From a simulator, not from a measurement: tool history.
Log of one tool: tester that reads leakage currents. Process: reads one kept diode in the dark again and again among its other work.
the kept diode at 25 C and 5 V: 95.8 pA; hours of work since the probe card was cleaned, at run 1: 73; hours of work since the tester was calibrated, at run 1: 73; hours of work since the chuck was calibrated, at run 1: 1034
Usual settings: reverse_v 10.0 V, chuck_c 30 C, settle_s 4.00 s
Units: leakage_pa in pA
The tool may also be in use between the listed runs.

run	hour	reverse_v	chuck_c	settle_s	hours of work since the probe card was cleaned	hours of work since the tester was calibrated	hours of work since the chuck was calibrated	leakage_pa
1	0.0	10.0	30	4.00	73	73	1034	191.26
2	43.5	10.0	30	4.00	100	100	1061	189.57
3	127.4	10.0	30	4.00	152	152	1114	191.64
4	180.7	10.0	30	4.00	185	185	1147	192.24
5	219.5	10.0	30	4.00	209	209	1171	192.09
6	297.8	10.0	30	4.00	258	258	1219	192.78
7	370.0	10.0	56	4.00	303	303	1264	1075.67
8	414.8	10.0	56	4.00	331	331	1292	1073.82
9	501.6	10.0	56	4.00	384	384	1346	1080.32
10	570.0	10.0	54	1.36	427	427	1388	961.79
11	634.1	2.3	30	3.40	467	467	1428	105.16
12	699.6	2.5	38	4.88	507	507	1469	192.01
13	761.2	2.5	38	4.88	545	545	1507	191.32
14	844.7	2.5	38	4.88	597	597	1559	193.30
15	895.7	2.5	38	4.88	629	629	1590	192.02
16	963.3	2.5	38	4.88	671	671	1632	193.02
17	1004.8	15.0	27	4.00	697	697	1658	191.87

Forecast each of these 4 alternatives for the next run:
A	1075.6	11.2	27	0.36	740	740	1702	?
B	1075.6	17.9	52	4.00	740	740	1702	?
C	1075.6	5.4	28	0.97	740	740	1702	?
D	1075.6	10.0	30	1.71	740	740	1702	?

run	leakage_pa
A	179.89
B	1088.45
C	135.49
D	199.97
Without the tool's hidden state the same runs would have given:
run	leakage_pa
A	166.99
B	1029.48
C	126.34
D	185.98

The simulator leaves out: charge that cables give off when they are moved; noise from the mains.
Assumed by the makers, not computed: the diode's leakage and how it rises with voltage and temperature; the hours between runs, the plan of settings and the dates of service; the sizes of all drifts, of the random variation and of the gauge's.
